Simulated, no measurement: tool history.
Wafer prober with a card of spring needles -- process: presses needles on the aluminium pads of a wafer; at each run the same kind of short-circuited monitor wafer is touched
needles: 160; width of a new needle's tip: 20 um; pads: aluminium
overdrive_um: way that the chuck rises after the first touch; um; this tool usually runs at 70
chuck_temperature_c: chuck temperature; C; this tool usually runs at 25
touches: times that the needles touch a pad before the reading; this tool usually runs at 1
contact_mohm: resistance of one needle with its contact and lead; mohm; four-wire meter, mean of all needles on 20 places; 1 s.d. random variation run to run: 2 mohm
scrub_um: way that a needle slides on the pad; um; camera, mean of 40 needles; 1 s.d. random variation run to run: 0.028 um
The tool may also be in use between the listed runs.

run   hour  overdrive_um  chuck_temperature_c  touches  contact_mohm  scrub_um
  1    0.0            70                   25        1           270      9.03
       7.4  -- tips cleaned on abrasive film
      14.7  -- tips cleaned on abrasive film
      23.9  -- tips cleaned on abrasive film
      31.3  -- tips cleaned on abrasive film
  2   35.5            70                   38        1           324      9.05
      39.2  -- tips cleaned on abrasive film
      46.6  -- tips cleaned on abrasive film
      54.0  -- tips cleaned on abrasive film
  3   60.4            70                   25        2           296      8.99
      62.3  -- tips cleaned on abrasive film
      69.7  -- tips cleaned on abrasive film
      78.9  -- tips cleaned on abrasive film
      88.1  -- tips cleaned on abrasive film
      95.4  -- tips cleaned on abrasive film
     104.6  -- tips cleaned on abrasive film
  4  110.1            70                   25        2           291      9.02
     112.1  -- tips cleaned on abrasive film
     119.4  -- tips cleaned on abrasive film
     128.6  -- tips cleaned on abrasive film
     136.0  -- tips cleaned on abrasive film
     145.2  -- tips cleaned on abrasive film
     152.5  -- tips cleaned on abrasive film, once more
  5  152.8            70                   25        3           229      8.98
     160.2  -- tips cleaned on abrasive film
     169.4  -- tips cleaned on abrasive film
     178.6  -- tips cleaned on abrasive film
     187.8  -- tips cleaned on abrasive film
  6  190.5            70                   25        1           296      8.94
     196.1  -- tips cleaned on abrasive film
     205.2  -- tips cleaned on abrasive film
     214.4  -- tips cleaned on abrasive film
  7  220.9            70                   25        1           353      8.92
     222.9  -- tips cleaned on abrasive film
     230.2  -- tips cleaned on abrasive film
     239.4  -- tips cleaned on abrasive film
     246.8  -- tips cleaned on abrasive film
     256.0  -- tips cleaned on abrasive film
     263.3  -- tips cleaned on abrasive film
  8  269.8            64                   25        1           379      8.09
     271.8  -- tips cleaned on abrasive film
     279.1  -- tips cleaned on abrasive film
     286.5  -- tips cleaned on abrasive film
     295.7  -- tips cleaned on abrasive film
     303.1  -- tips cleaned on abrasive film
  9  309.9            64                   25        1           385      8.01
     311.9  -- tips cleaned on abrasive film
     319.2  -- tips cleaned on abrasive film
     326.6  -- tips cleaned on abrasive film
     330.5  -- height of the first contact set anew
     336.1  -- tips cleaned on abrasive film
     343.4  -- tips cleaned on abrasive film
     352.6  -- tips cleaned on abrasive film
 10  355.1            64                   25        2           277      8.30
     360.7  -- tips cleaned on abrasive film
     369.9  -- tips cleaned on abrasive film
     377.2  -- tips cleaned on abrasive film
     386.4  -- tips cleaned on abrasive film
 11  389.0            70                   25        1           303      9.00
     394.5  -- tips cleaned on abrasive film
     401.9  -- tips cleaned on abrasive film
     409.3  -- tips cleaned on abrasive film
     418.5  -- tips cleaned on abrasive film
     427.7  -- tips cleaned on abrasive film
 12  434.6            70                   25        1           345      8.97
     436.5  -- tips cleaned on abrasive film
     445.7  -- tips cleaned on abrasive film
     453.1  -- tips cleaned on abrasive film
 13  458.4            70                  119        1           352      8.95
     462.1  -- tips cleaned on abrasive film
     469.5  -- tips cleaned on abrasive film
     478.6  -- tips cleaned on abrasive film
     486.0  -- tips cleaned on abrasive film
 14  489.2            68                   26        2           289      8.66
     494.8  -- tips cleaned on abrasive film
     503.9  -- tips cleaned on abrasive film
     511.6  -- tips cleaned on abrasive film
 15  511.6            88                   27        2           218     11.24
     519.0  -- tips cleaned on abrasive film
     526.4  -- tips cleaned on abrasive film
     535.5  -- tips cleaned on abrasive film
 16  538.7            82                   25        2           262     10.43
     544.3  -- tips cleaned on abrasive film
     553.4  -- tips cleaned on abrasive film
     560.8  -- tips cleaned on abrasive film
     570.0  -- tips cleaned on abrasive film
     577.4  -- tips cleaned on abrasive film
     584.7  -- tips cleaned on abrasive film
 17  585.9            73                   25        1           269      9.27
     593.3  -- tips cleaned on abrasive film
     602.5  -- tips cleaned on abrasive film
     611.7  -- tips cleaned on abrasive film
     620.9  -- tips cleaned on abrasive film
     630.1  -- tips cleaned on abrasive film
 18  633.7            70                   80        1           322      8.86
     639.1  -- tips cleaned on abrasive film
     646.4  -- tips cleaned on abrasive film
     655.6  -- tips cleaned on abrasive film
     661.4  -- height of the first contact set anew
     665.1  -- tips cleaned on abrasive film
 19  670.0            70                   80        1           345      9.04
     673.7  -- tips cleaned on abrasive film
     681.1  -- tips cleaned on abrasive film
     690.3  -- tips cleaned on abrasive film
     699.5  -- tips cleaned on abrasive film
     708.6  -- tips cleaned on abrasive film
 20  711.2            74                   25        2           260      9.53
     716.7  -- tips cleaned on abrasive film
     725.9  -- tips cleaned on abrasive film
     733.3  -- tips cleaned on abrasive film
     742.4  -- tips cleaned on abrasive film
 21  743.4            74                   25        2           239      9.53
     750.7  -- tips cleaned on abrasive film
     758.1  -- tips cleaned on abrasive film
     767.3  -- tips cleaned on abrasive film
 22  769.2            53                   53        2           295      6.80
     774.7  -- tips cleaned on abrasive film
     782.1  -- tips cleaned on abrasive film
     791.3  -- tips cleaned on abrasive film
     798.7  -- tips cleaned on abrasive film
     807.8  -- tips cleaned on abrasive film
     815.2  -- tips cleaned on abrasive film
 23  817.3            76                   34        2           259      9.69
     822.9  -- tips cleaned on abrasive film
     830.2  -- tips cleaned on abrasive film
     839.4  -- tips cleaned on abrasive film
     848.6  -- tips cleaned on abrasive film
     856.4  -- tips cleaned on abrasive film
 24  856.4            60                   44        1           243      7.59
     865.6  -- tips cleaned on abrasive film
     874.8  -- tips cleaned on abrasive film
     882.2  -- tips cleaned on abrasive film
     891.3  -- tips cleaned on abrasive film
     898.7  -- tips cleaned on abrasive film
     907.9  -- tips cleaned on abrasive film
 25  908.0            60                   44        1           247      7.56

Some steps in contact_mohm, run to run, broken into two amounts with sign: the step expected even without the hidden condition (settings, incoming material, random variation), and the rest, left for the hidden condition together with whatever gauge scatter is not in both the measured and the hidden-condition-free result:
What the log doesn't record here: debris on the tips, nm; way that the needles fall short of the set height, um; tips' diameter, um; drift of the gauge itself on contact_mohm, %; drift of the gauge itself on scrub_um, %.
Run 5 -> 6: touches 3 -> 1, tips cleaned on abrasive film, tips cleaned on abrasive film, tips cleaned on abrasive film, tips cleaned on abrasive film. contact_mohm +67 mohm: hidden state +72, all else -5.
Run 9 -> 10: touches 1 -> 2, tips cleaned on abrasive film, tips cleaned on abrasive film, tips cleaned on abrasive film, height of the first contact set anew, tips cleaned on abrasive film, tips cleaned on abrasive film, tips cleaned on abrasive film. contact_mohm -108 mohm: hidden state -107, all else -1.
Run 19 -> 20: overdrive_um 70 -> 74, chuck_temperature_c 80 -> 25, touches 1 -> 2, tips cleaned on abrasive film, tips cleaned on abrasive film, tips cleaned on abrasive film, tips cleaned on abrasive film, tips cleaned on abrasive film. contact_mohm -85 mohm: hidden state -71, all else -14.

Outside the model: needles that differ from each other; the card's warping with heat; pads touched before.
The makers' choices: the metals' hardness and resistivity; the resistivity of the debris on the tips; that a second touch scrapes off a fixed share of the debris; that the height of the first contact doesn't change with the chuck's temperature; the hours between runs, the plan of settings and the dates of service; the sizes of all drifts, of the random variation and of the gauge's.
